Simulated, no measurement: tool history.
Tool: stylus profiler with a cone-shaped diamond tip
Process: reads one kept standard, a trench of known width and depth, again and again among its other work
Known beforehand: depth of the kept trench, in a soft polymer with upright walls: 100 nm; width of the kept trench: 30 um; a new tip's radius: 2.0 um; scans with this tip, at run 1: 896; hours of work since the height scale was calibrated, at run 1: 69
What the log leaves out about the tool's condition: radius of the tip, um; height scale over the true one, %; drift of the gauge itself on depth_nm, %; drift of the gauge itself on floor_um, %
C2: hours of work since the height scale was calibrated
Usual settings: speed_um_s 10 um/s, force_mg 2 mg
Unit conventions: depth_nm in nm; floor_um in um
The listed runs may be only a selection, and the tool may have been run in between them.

Run 1, hour 0: usual settings; scans with this tip 896; C2 69. Result: depth_nm 101.29 nm, floor_um 28.7 um.
Run 2, hour 17.9: usual settings; scans with this tip 1022; C2 78. Result: depth_nm 101.3 nm, floor_um 28.65 um.
Run 3, hour 33.6: usual settings; scans with this tip 1131; C2 87. Result: depth_nm 101.32 nm, floor_um 28.7 um.
Run 4, hour 51: usual settings; scans with this tip 1252; C2 96. Result: depth_nm 101.18 nm, floor_um 28.68 um.
Run 5, hour 61.6: usual settings; scans with this tip 1327; C2 102. Result: depth_nm 101.24 nm, floor_um 28.62 um.
Run 6, hour 76.5: usual settings; scans with this tip 1430; C2 110. Result: depth_nm 101.24 nm, floor_um 28.65 um.
Run 7, hour 95: usual settings; scans with this tip 1559; C2 120. Result: depth_nm 101.27 nm, floor_um 28.68 um.
Run 8, hour 110: usual settings but force_mg 1.43 mg; scans with this tip 1664; C2 128. Result: depth_nm 100.93 nm, floor_um 28.65 um.
Run 9, hour 120.8: usual settings but force_mg 1.16 mg; scans with this tip 1739; C2 134. Result: depth_nm 100.79 nm, floor_um 28.61 um.
Run 10, hour 137.3: usual settings; scans with this tip 1854; C2 142. Result: depth_nm 101.27 nm, floor_um 28.6 um.
Run 11, hour 151.2: usual settings; scans with this tip 1952; C2 150. Result: depth_nm 101.24 nm, floor_um 28.64 um.
Run 12, hour 162.2: usual settings; scans with this tip 2028; C2 156. Result: depth_nm 101.24 nm, floor_um 28.63 um.
Run 13, hour 176.6: usual settings; scans with this tip 2129; C2 164. Result: depth_nm 101.19 nm, floor_um 28.64 um.
At hour 178.4: height scale calibrated on a step standard.
Run 14, hour 187.6: usual settings; scans with this tip 2202; C2 5. Result: depth_nm 101.13 nm, floor_um 28.63 um.
Run 15, hour 198.3: usual settings; scans with this tip 2277; C2 11. Result: depth_nm 101.22 nm, floor_um 28.61 um.
Run 16, hour 219.3: usual settings; scans with this tip 2423; C2 22. Result: depth_nm 101.19 nm, floor_um 28.62 um.
Run 17, hour 233.4: usual settings; scans with this tip 2522; C2 29. Result: depth_nm 101.19 nm, floor_um 28.63 um.
Run 18, hour 248: usual settings but speed_um_s 34 um/s, force_mg 2.6 mg; scans with this tip 2623; C2 37. Result: depth_nm 101.35 nm, floor_um 28.5 um.
Run 19, hour 258.6: usual settings but speed_um_s 16 um/s, force_mg 2.65 mg; scans with this tip 2698; C2 43. Result: depth_nm 101.47 nm, floor_um 28.65 um.
Run 20, hour 276.9: usual settings but speed_um_s 29 um/s, force_mg 2.26 mg; scans with this tip 2825; C2 53. Result: depth_nm 101.31 nm, floor_um 28.52 um.
Run 21, hour 294.2: usual settings but speed_um_s 29 um/s, force_mg 2.26 mg; scans with this tip 2946; C2 62. Result: depth_nm 101.35 nm, floor_um 28.51 um.
Run 22, hour 304.7: usual settings but speed_um_s 39 um/s, force_mg 3.49 mg; scans with this tip 3019; C2 68. Result: depth_nm 101.76 nm, floor_um 28.52 um.
At hour 315.4: height scale calibrated on a step standard, once more.
Run 23, hour 326.9: usual settings but speed_um_s 37 um/s, force_mg 4.95 mg; scans with this tip 3170; C2 6. Result: depth_nm 102.36 nm, floor_um 28.52 um.
Run 24, hour 349.7: usual settings but speed_um_s 3 um/s, force_mg 0.96 mg; scans with this tip 3329; C2 18. Result: depth_nm 100.81 nm, floor_um 28.6 um.
Run 25, hour 366.2: usual settings but speed_um_s 4 um/s, force_mg 3.72 mg; scans with this tip 3445; C2 27. Result: depth_nm 101.97 nm, floor_um 28.66 um.
Run 26, hour 386.2: usual settings but force_mg 0.69 mg; scans with this tip 3584; C2 38. Result: depth_nm 100.64 nm, floor_um 28.51 um.
Run 27, hour 400.5: usual settings but speed_um_s 38 um/s, force_mg 3.78 mg; scans with this tip 3684; C2 46. Result: depth_nm 101.96 nm, floor_um 28.44 um.
Run 28, hour 423.3: usual settings but speed_um_s 21 um/s, force_mg 3.78 mg; scans with this tip 3843; C2 58. Result: depth_nm 101.98 nm, floor_um 28.5 um.
Run 29, hour 443: usual settings but speed_um_s 3 um/s, force_mg 0.68 mg; scans with this tip 3980; C2 68. Result: depth_nm 100.58 nm, floor_um 28.55 um.
Run 30, hour 463.4: usual settings but speed_um_s 3 um/s, force_mg 0.68 mg; scans with this tip 4123; C2 79. Result: depth_nm 100.67 nm, floor_um 28.56 um.
Run 31, hour 485.1: usual settings but speed_um_s 4 um/s, force_mg 2.94 mg; scans with this tip 4274; C2 91. Result: depth_nm 101.55 nm, floor_um 28.58 um.
Run 32, hour 500.8: usual settings but speed_um_s 4 um/s, force_mg 2.94 mg; scans with this tip 4384; C2 99. Result: depth_nm 101.65 nm, floor_um 28.59 um.
Run 33, hour 516.1: usual settings but speed_um_s 17 um/s, force_mg 0.95 mg; scans with this tip 4491; C2 108. Result: depth_nm 100.72 nm, floor_um 28.44 um.
Run 34, hour 531.2: usual settings but speed_um_s 15 um/s, force_mg 2.83 mg; scans with this tip 4596; C2 116. Result: depth_nm 101.52 nm, floor_um 28.46 um.

How the hidden state differs across the entries between the runs, from the last listed run before each to the first after it:
Run 13 -> run 14: height scale calibrated on a step standard (hour 178.4)
  radius of the tip, um: 2.24 -> 2.26; height scale over the true one, %: -0.064 -> -0.097
  the result without the hidden state subtracted from the measured one, depth_nm: -0.06 -> -0.1 nm; floor_um: -0.08 -> -0.08 um
Run 22 -> run 23: height scale calibrated on a step standard, once more (hour 315.4)
  radius of the tip, um: 2.37 -> 2.39; height scale over the true one, %: -0.115 -> 0.004
  the result without the hidden state subtracted from the measured one, depth_nm: -0.12 -> +0 nm; floor_um: -0.12 -> -0.12 um
